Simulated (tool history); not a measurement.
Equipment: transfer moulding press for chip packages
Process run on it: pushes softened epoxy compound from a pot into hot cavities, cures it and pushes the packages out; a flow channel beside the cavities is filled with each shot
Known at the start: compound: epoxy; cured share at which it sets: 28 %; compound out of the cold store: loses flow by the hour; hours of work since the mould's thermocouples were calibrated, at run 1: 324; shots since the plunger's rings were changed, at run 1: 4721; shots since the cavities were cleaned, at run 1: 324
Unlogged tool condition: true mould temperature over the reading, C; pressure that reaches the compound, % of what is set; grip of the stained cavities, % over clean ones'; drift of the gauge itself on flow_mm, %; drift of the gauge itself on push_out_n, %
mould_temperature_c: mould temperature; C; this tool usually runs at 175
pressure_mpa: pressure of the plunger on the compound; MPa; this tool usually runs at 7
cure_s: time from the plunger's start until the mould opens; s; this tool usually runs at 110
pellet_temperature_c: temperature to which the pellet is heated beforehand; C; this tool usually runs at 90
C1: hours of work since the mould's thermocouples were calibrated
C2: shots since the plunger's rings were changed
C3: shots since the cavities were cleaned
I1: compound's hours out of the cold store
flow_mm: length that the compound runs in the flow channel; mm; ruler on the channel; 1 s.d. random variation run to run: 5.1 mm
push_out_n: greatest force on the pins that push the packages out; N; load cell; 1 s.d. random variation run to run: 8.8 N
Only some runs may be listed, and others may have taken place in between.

run 1 hour=0 | mould_temperature_c=175 pressure_mpa=7 cure_s=110 pellet_temperature_c=90 | C1=324 C2=4721 C3=324 | I1=22.3 | flow_mm=521 push_out_n=546
-- hour=10.5 plunger's sealing rings changed
run 2 hour=19.2 | mould_temperature_c=175 pressure_mpa=7 cure_s=110 pellet_temperature_c=90 | C1=331 C2=58 C3=435 | I1=10.5 | flow_mm=594 push_out_n=562
run 3 hour=41.2 | mould_temperature_c=175 pressure_mpa=6.79 cure_s=110 pellet_temperature_c=90 | C1=341 C2=203 C3=580 | I1=15.4 | flow_mm=559 push_out_n=606
run 4 hour=53.6 | mould_temperature_c=175 pressure_mpa=6.79 cure_s=110 pellet_temperature_c=90 | C1=346 C2=285 C3=662 | I1=24.2 | flow_mm=536 push_out_n=606
-- hour=66.6 cavities cleaned with cleaning compound and waxed
run 5 hour=69.4 | mould_temperature_c=175 pressure_mpa=6.79 cure_s=110 pellet_temperature_c=90 | C1=352 C2=380 C3=18 | I1=13.6 | flow_mm=561 push_out_n=404
run 6 hour=81.2 | mould_temperature_c=175 pressure_mpa=6.79 cure_s=110 pellet_temperature_c=90 | C1=357 C2=458 C3=96 | I1=30 | flow_mm=504 push_out_n=441
run 7 hour=102.5 | mould_temperature_c=175 pressure_mpa=6.79 cure_s=110 pellet_temperature_c=90 | C1=366 C2=600 C3=238 | I1=26.3 | flow_mm=528 push_out_n=500
run 8 hour=119.8 | mould_temperature_c=175 pressure_mpa=6.79 cure_s=110 pellet_temperature_c=90 | C1=373 C2=714 C3=352 | I1=23.3 | flow_mm=537 push_out_n=530
run 9 hour=137.1 | mould_temperature_c=175 pressure_mpa=6.79 cure_s=110 pellet_temperature_c=90 | C1=381 C2=829 C3=467 | I1=34.1 | flow_mm=505 push_out_n=566
run 10 hour=155.4 | mould_temperature_c=175 pressure_mpa=6.79 cure_s=110 pellet_temperature_c=90 | C1=388 C2=950 C3=588 | I1=25.3 | flow_mm=531 push_out_n=617
-- hour=180.8 cavities cleaned with cleaning compound and waxed
run 11 hour=181.7 | mould_temperature_c=175 pressure_mpa=6.79 cure_s=110 pellet_temperature_c=90 | C1=399 C2=1115 C3=6 | I1=34.9 | flow_mm=501 push_out_n=399
run 12 hour=195.1 | mould_temperature_c=175 pressure_mpa=6.79 cure_s=110 pellet_temperature_c=90 | C1=404 C2=1203 C3=94 | I1=13.3 | flow_mm=569 push_out_n=439
run 13 hour=217.8 | mould_temperature_c=175 pressure_mpa=6.79 cure_s=110 pellet_temperature_c=90 | C1=414 C2=1354 C3=245 | I1=12.2 | flow_mm=568 push_out_n=521
run 14 hour=245 | mould_temperature_c=175 pressure_mpa=7.75 cure_s=110 pellet_temperature_c=90 | C1=426 C2=1534 C3=425 | I1=10.2 | flow_mm=609 push_out_n=576
run 15 hour=261.4 | mould_temperature_c=183 pressure_mpa=7.01 cure_s=117 pellet_temperature_c=92 | C1=432 C2=1642 C3=533 | I1=13.7 | flow_mm=554 push_out_n=519
run 16 hour=285.9 | mould_temperature_c=183 pressure_mpa=7.01 cure_s=117 pellet_temperature_c=92 | C1=443 C2=1805 C3=696 | I1=32.6 | flow_mm=496 push_out_n=565
-- hour=294.9 cavities cleaned with cleaning compound and waxed
run 17 hour=301 | mould_temperature_c=168 pressure_mpa=7.01 cure_s=117 pellet_temperature_c=99 | C1=449 C2=1895 C3=40 | I1=24.5 | flow_mm=549 push_out_n=492
run 18 hour=325.6 | mould_temperature_c=169 pressure_mpa=5.32 cure_s=110 pellet_temperature_c=90 | C1=459 C2=2058 C3=203 | I1=43.7 | flow_mm=431 push_out_n=606
run 19 hour=350.7 | mould_temperature_c=169 pressure_mpa=5.32 cure_s=110 pellet_temperature_c=90 | C1=470 C2=2224 C3=369 | I1=42.9 | flow_mm=430 push_out_n=681
run 20 hour=365.8 | mould_temperature_c=175 pressure_mpa=8.01 cure_s=110 pellet_temperature_c=81 | C1=476 C2=2324 C3=469 | I1=36 | flow_mm=530 push_out_n=572
run 21 hour=392.8 | mould_temperature_c=175 pressure_mpa=8.01 cure_s=110 pellet_temperature_c=81 | C1=487 C2=2503 C3=648 | I1=42.9 | flow_mm=502 push_out_n=600
-- hour=409.6 cavities cleaned with cleaning compound and waxed
run 22 hour=416.8 | mould_temperature_c=175 pressure_mpa=8.01 cure_s=110 pellet_temperature_c=81 | C1=497 C2=2652 C3=47 | I1=13.9 | flow_mm=600 push_out_n=437

For run 23, what comes out?
run 23 hour=430.8 | mould_temperature_c=175 pressure_mpa=8.01 cure_s=110 pellet_temperature_c=95 | C1=503 C2=2745 C3=140 | I1=47.8 | flow_mm=? push_out_n=?

Run 23 came out at flow_mm 494 mm, push_out_n 449 N.
With the hidden condition absent and the run-to-run variation left alone, this run would have shown flow_mm 511 mm, push_out_n 375 N.

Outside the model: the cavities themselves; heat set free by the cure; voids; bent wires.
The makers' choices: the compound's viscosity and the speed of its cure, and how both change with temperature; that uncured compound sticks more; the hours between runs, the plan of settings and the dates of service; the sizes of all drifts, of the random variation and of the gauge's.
